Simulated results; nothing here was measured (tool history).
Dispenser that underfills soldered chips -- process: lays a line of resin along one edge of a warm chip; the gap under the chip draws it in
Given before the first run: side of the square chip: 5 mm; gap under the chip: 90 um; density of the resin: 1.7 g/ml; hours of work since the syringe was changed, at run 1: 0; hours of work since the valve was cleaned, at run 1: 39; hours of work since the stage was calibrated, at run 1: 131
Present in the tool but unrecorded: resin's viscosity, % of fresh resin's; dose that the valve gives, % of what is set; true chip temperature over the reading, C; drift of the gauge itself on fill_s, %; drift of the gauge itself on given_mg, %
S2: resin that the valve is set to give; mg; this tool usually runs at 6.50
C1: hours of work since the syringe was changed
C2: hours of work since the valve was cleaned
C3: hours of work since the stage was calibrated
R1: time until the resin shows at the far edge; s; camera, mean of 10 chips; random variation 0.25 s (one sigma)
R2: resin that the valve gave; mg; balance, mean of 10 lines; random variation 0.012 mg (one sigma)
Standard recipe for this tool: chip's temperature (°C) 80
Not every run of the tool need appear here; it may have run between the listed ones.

{"run": 1, "hour": 0.0, "chip's temperature (°C)": 80, "S2": 6.5, "C1": 0, "C2": 39, "C3": 131, "R1": 7.8, "R2": 6.39}
{"run": 2, "hour": 10.1, "chip's temperature (°C)": 80, "S2": 6.5, "C1": 8, "C2": 47, "C3": 139, "R1": 11.4, "R2": 6.37}
{"hour": 12.1, "done": "new syringe of resin"}
{"run": 3, "hour": 20.1, "chip's temperature (°C)": 80, "S2": 7.79, "C1": 6, "C2": 55, "C3": 147, "R1": 10.4, "R2": 7.59}
{"hour": 24.8, "done": "new syringe of resin"}
{"run": 4, "hour": 26.7, "chip's temperature (°C)": 80, "S2": 7.79, "C1": 1, "C2": 60, "C3": 152, "R1": 8.4, "R2": 7.59}
{"run": 5, "hour": 33.0, "chip's temperature (°C)": 80, "S2": 6.06, "C1": 6, "C2": 65, "C3": 157, "R1": 11.0, "R2": 5.88}
{"hour": 37.2, "done": "new syringe of resin"}
{"run": 6, "hour": 38.0, "chip's temperature (°C)": 95, "S2": 6.5, "C1": 1, "C2": 68, "C3": 160, "R1": 4.2, "R2": 6.29}
{"run": 7, "hour": 45.0, "chip's temperature (°C)": 95, "S2": 5.85, "C1": 6, "C2": 74, "C3": 166, "R1": 5.5, "R2": 5.64}
{"hour": 49.6, "done": "new syringe of resin"}
{"hour": 50.6, "done": "dispensing valve cleaned and set on the balance"}
{"run": 8, "hour": 57.2, "chip's temperature (°C)": 95, "S2": 5.85, "C1": 5, "C2": 5, "C3": 174, "R1": 5.3, "R2": 5.84}
{"hour": 63.2, "done": "new syringe of resin"}
{"run": 9, "hour": 67.8, "chip's temperature (°C)": 95, "S2": 5.85, "C1": 4, "C2": 13, "C3": 182, "R1": 5.3, "R2": 5.81}
{"hour": 75.5, "done": "new syringe of resin"}
{"run": 10, "hour": 78.1, "chip's temperature (°C)": 95, "S2": 5.85, "C1": 2, "C2": 21, "C3": 190, "R1": 4.7, "R2": 5.78}
{"hour": 87.9, "done": "new syringe of resin"}
{"run": 11, "hour": 87.9, "chip's temperature (°C)": 95, "S2": 5.85, "C1": 0, "C2": 28, "C3": 197, "R1": 4.1, "R2": 5.75}
{"run": 12, "hour": 95.8, "chip's temperature (°C)": 87, "S2": 6.5, "C1": 6, "C2": 35, "C3": 204, "R1": 7.8, "R2": 6.39}
{"hour": 100.0, "done": "new syringe of resin"}
{"run": 13, "hour": 103.5, "chip's temperature (°C)": 87, "S2": 6.5, "C1": 3, "C2": 40, "C3": 209, "R1": 6.6, "R2": 6.36}
{"hour": 112.3, "done": "new syringe of resin"}
{"run": 14, "hour": 115.0, "chip's temperature (°C)": 87, "S2": 6.5, "C1": 2, "C2": 49, "C3": 218, "R1": 7.2, "R2": 6.33}
{"hour": 125.1, "done": "new syringe of resin"}
{"run": 15, "hour": 125.8, "chip's temperature (°C)": 87, "S2": 6.5, "C1": 1, "C2": 57, "C3": 226, "R1": 6.5, "R2": 6.34}
{"run": 16, "hour": 133.5, "chip's temperature (°C)": 80, "S2": 7.75, "C1": 7, "C2": 63, "C3": 232, "R1": 10.6, "R2": 7.51}
{"hour": 137.2, "done": "new syringe of resin"}
{"run": 17, "hour": 139.4, "chip's temperature (°C)": 80, "S2": 7.75, "C1": 2, "C2": 68, "C3": 237, "R1": 8.6, "R2": 7.5}
{"run": 18, "hour": 148.8, "chip's temperature (°C)": 74, "S2": 7.67, "C1": 9, "C2": 75, "C3": 244, "R1": 15.8, "R2": 7.38}
{"hour": 149.6, "done": "new syringe of resin"}
{"hour": 153.2, "done": "dispensing valve cleaned and set on the balance"}
{"run": 19, "hour": 155.3, "chip's temperature (°C)": 78, "S2": 5.94, "C1": 4, "C2": 2, "C3": 248, "R1": 10.6, "R2": 5.93}
{"hour": 162.7, "done": "new syringe of resin"}
{"run": 20, "hour": 164.2, "chip's temperature (°C)": 83, "S2": 5.7, "C1": 1, "C2": 8, "C3": 255, "R1": 7.6, "R2": 5.66}
{"run": 21, "hour": 169.1, "chip's temperature (°C)": 83, "S2": 5.7, "C1": 5, "C2": 12, "C3": 259, "R1": 9.6, "R2": 5.66}
{"hour": 175.0, "done": "new syringe of resin"}
{"run": 22, "hour": 178.9, "chip's temperature (°C)": 79, "S2": 8.21, "C1": 3, "C2": 20, "C3": 266, "R1": 9.7, "R2": 8.14}
{"run": 23, "hour": 184.0, "chip's temperature (°C)": 79, "S2": 8.21, "C1": 7, "C2": 24, "C3": 270, "R1": 11.4, "R2": 8.1}
{"hour": 187.6, "done": "new syringe of resin"}
{"run": 24, "hour": 194.5, "chip's temperature (°C)": 81, "S2": 6.43, "C1": 5, "C2": 32, "C3": 278, "R1": 10.1, "R2": 6.31}
{"hour": 200.3, "done": "new syringe of resin"}
{"run": 25, "hour": 200.3, "chip's temperature (°C)": 79, "S2": 7.09, "C1": 0, "C2": 36, "C3": 282, "R1": 8.4, "R2": 6.95}
{"run": 26, "hour": 205.4, "chip's temperature (°C)": 74, "S2": 7.2, "C1": 4, "C2": 40, "C3": 286, "R1": 12.7, "R2": 7.05}
{"run": 27, "hour": 211.5, "chip's temperature (°C)": 74, "S2": 7.2, "C1": 9, "C2": 45, "C3": 291, "R1": 15.5, "R2": 7.04}
{"hour": 212.7, "done": "new syringe of resin"}
{"run": 28, "hour": 217.9, "chip's temperature (°C)": 74, "S2": 7.2, "C1": 4, "C2": 49, "C3": 296, "R1": 12.4, "R2": 7.01}
{"run": 29, "hour": 223.7, "chip's temperature (°C)": 74, "S2": 7.2, "C1": 9, "C2": 54, "C3": 300, "R1": 15.2, "R2": 7.0}
{"hour": 224.9, "done": "new syringe of resin"}
{"run": 30, "hour": 233.5, "chip's temperature (°C)": 76, "S2": 6.5, "C1": 7, "C2": 61, "C3": 308, "R1": 13.3, "R2": 6.29}
{"hour": 237.9, "done": "new syringe of resin"}
{"run": 31, "hour": 244.2, "chip's temperature (°C)": 67, "S2": 5.58, "C1": 5, "C2": 69, "C3": 316, "R1": 18.4, "R2": 5.38}
{"hour": 250.1, "done": "new syringe of resin"}
{"run": 32, "hour": 252.2, "chip's temperature (°C)": 72, "S2": 8.25, "C1": 2, "C2": 75, "C3": 322, "R1": 12.0, "R2": 7.95}
{"hour": 255.4, "done": "dispensing valve cleaned and set on the balance"}
{"run": 33, "hour": 260.0, "chip's temperature (°C)": 74, "S2": 7.87, "C1": 7, "C2": 4, "C3": 327, "R1": 14.2, "R2": 7.84}
{"hour": 263.7, "done": "new syringe of resin"}
{"run": 34, "hour": 270.8, "chip's temperature (°C)": 81, "S2": 6.95, "C1": 6, "C2": 12, "C3": 335, "R1": 9.8, "R2": 6.91}

Selected run-to-run steps in R1, each split into two signed amounts: the part the tool would show with no hidden state at all (from settings, incoming material and random variation), and the remainder, which goes to the hidden state together with any gauge scatter not common to the measured and the hidden-state-free results:
Run 1 -> 2: settings left as they were, no log entry in between. R1 +3.6 s: hidden state +3.5, all else +0.1.
Run 5 -> 6: chip's temperature (°C) 80 -> 95, S2 6.06 -> 6.50, new syringe of resin. R1 -6.8 s: hidden state -2.8, all else -4.0.
Run 17 -> 18: chip's temperature (°C) 80 -> 74, S2 7.75 -> 7.67. R1 +7.2 s: hidden state +4.9, all else +2.3.
Run 18 -> 19: chip's temperature (°C) 74 -> 78, S2 7.67 -> 5.94, new syringe of resin, dispensing valve cleaned and set on the balance. R1 -5.2 s: hidden state -4.1, all else -1.1.
Run 31 -> 32: chip's temperature (°C) 67 -> 72, S2 5.58 -> 8.25, new syringe of resin. R1 -6.4 s: hidden state -3.1, all else -3.3.

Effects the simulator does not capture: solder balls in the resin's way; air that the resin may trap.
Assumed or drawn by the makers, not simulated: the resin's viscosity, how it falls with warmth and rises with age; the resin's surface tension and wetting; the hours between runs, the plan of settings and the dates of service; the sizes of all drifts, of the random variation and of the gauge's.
